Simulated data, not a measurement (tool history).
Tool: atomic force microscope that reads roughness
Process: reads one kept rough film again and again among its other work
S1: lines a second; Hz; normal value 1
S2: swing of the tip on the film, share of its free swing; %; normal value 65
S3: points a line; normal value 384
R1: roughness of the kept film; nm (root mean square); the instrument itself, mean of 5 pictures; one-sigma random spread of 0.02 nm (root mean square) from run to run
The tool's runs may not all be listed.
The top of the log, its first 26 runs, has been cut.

{"run": 27, "hour": 554.3, "S1": 1, "S2": 70, "S3": 367, "R1": 4.477}
{"run": 28, "hour": 583.3, "S1": 1, "S2": 70, "S3": 367, "R1": 4.405}
{"run": 29, "hour": 610.2, "S1": 0.88, "S2": 82, "S3": 432, "R1": 4.128}
{"run": 30, "hour": 639.8, "S1": 0.88, "S2": 82, "S3": 432, "R1": 4.034}
{"run": 31, "hour": 659.8, "S1": 1, "S2": 69, "S3": 295, "R1": 4.149}
{"run": 32, "hour": 680.7, "S1": 1, "S2": 56, "S3": 354, "R1": 4.261}
{"hour": 698.2, "done": "new tip fitted"}
{"run": 33, "hour": 706.9, "S1": 2.21, "S2": 60, "S3": 580, "R1": 4.775}
{"run": 34, "hour": 736.8, "S1": 1, "S2": 65, "S3": 351, "R1": 4.749}
{"run": 35, "hour": 764.8, "S1": 1, "S2": 65, "S3": 351, "R1": 4.677}
{"run": 36, "hour": 781.9, "S1": 0.65, "S2": 78, "S3": 384, "R1": 4.515}
{"run": 37, "hour": 802.4, "S1": 0.62, "S2": 84, "S3": 634, "R1": 4.381}
{"run": 38, "hour": 821.3, "S1": 0.86, "S2": 85, "S3": 329, "R1": 4.175}
{"run": 39, "hour": 842.9, "S1": 0.92, "S2": 69, "S3": 792, "R1": 4.343}
{"run": 40, "hour": 871.4, "S1": 1.18, "S2": 90, "S3": 792, "R1": 3.71}
{"run": 41, "hour": 885.4, "S1": 1.18, "S2": 90, "S3": 792, "R1": 3.684}
{"run": 42, "hour": 900.7, "S1": 3.54, "S2": 70, "S3": 792, "R1": 3.601}
{"run": 43, "hour": 923.7, "S1": 0.87, "S2": 59, "S3": 364, "R1": 4.251}
{"run": 44, "hour": 936.9, "S1": 1.71, "S2": 65, "S3": 328, "R1": 3.989}
{"hour": 939.4, "done": "new tip fitted"}
{"run": 45, "hour": 950.1, "S1": 0.94, "S2": 62, "S3": 521, "R1": 4.906}
{"run": 46, "hour": 966.9, "S1": 0.94, "S2": 62, "S3": 521, "R1": 4.839}

Each row is a separate what-if for the run after 46, all from the same tool condition, not one after another. Results?
{"run": "A", "hour": 989.6, "S1": 2.45, "S2": 87, "S3": 460, "R1": "?"}
{"run": "B", "hour": 989.6, "S1": 1.55, "S2": 62, "S3": 514, "R1": "?"}
{"run": "C", "hour": 989.6, "S1": 2.45, "S2": 55, "S3": 396, "R1": "?"}

run=A R1=3.543
run=B R1=4.637
run=C R1=4.658
The same runs, with their run-to-run variation unchanged, on a tool lacking any hidden condition would have given:
run=A R1=3.768
run=B R1=4.932
run=C R1=4.953

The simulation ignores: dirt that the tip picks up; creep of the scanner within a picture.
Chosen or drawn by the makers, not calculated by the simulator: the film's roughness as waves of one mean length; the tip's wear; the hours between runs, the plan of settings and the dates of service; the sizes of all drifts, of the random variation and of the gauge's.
